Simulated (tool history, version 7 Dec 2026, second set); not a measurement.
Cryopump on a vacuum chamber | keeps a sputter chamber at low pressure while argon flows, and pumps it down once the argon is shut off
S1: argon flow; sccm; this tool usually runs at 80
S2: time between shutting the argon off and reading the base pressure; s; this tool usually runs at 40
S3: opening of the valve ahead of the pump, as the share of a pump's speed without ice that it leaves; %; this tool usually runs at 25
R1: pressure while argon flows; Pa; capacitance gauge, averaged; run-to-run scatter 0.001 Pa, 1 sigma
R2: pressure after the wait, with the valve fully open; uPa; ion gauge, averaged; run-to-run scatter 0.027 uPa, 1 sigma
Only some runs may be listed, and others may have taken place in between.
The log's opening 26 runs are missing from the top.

run 27 hour=347.7 | S1=57 S2=40 S3=22 | R1=0.1915 R2=2.15
-- hour=350.4 leaking fittings of the chamber tightened, without venting
run 28 hour=364.0 | S1=144 S2=133 S3=33 | R1=0.3288 R2=0.48
run 29 hour=373.4 | S1=40 S2=82 S3=35 | R1=0.0853 R2=0.71
run 30 hour=386.8 | S1=148 S2=68 S3=46 | R1=0.2451 R2=0.82
run 31 hour=403.1 | S1=80 S2=72 S3=25 | R1=0.2380 R2=0.78
run 32 hour=419.6 | S1=80 S2=72 S3=25 | R1=0.2379 R2=0.84
run 33 hour=431.0 | S1=80 S2=72 S3=25 | R1=0.2367 R2=0.79
run 34 hour=440.4 | S1=80 S2=255 S3=43 | R1=0.1420 R2=0.37

Forecast each of these 3 alternatives for the next run:
run A hour=455.9 | S1=37 S2=26 S3=16 | R1=? R2=?
run B hour=455.9 | S1=80 S2=40 S3=15 | R1=? R2=?
run C hour=455.9 | S1=77 S2=223 S3=26 | R1=? R2=?

run=A R1=0.1689 R2=1.91
run=B R1=0.3885 R2=1.34
run=C R1=0.2181 R2=0.39
The same runs, with their run-to-run variation unchanged, on a tool lacking any hidden condition would have given:
run=A R1=0.1642 R2=1.85
run=B R1=0.3785 R2=1.28
run=C R1=0.2085 R2=0.33

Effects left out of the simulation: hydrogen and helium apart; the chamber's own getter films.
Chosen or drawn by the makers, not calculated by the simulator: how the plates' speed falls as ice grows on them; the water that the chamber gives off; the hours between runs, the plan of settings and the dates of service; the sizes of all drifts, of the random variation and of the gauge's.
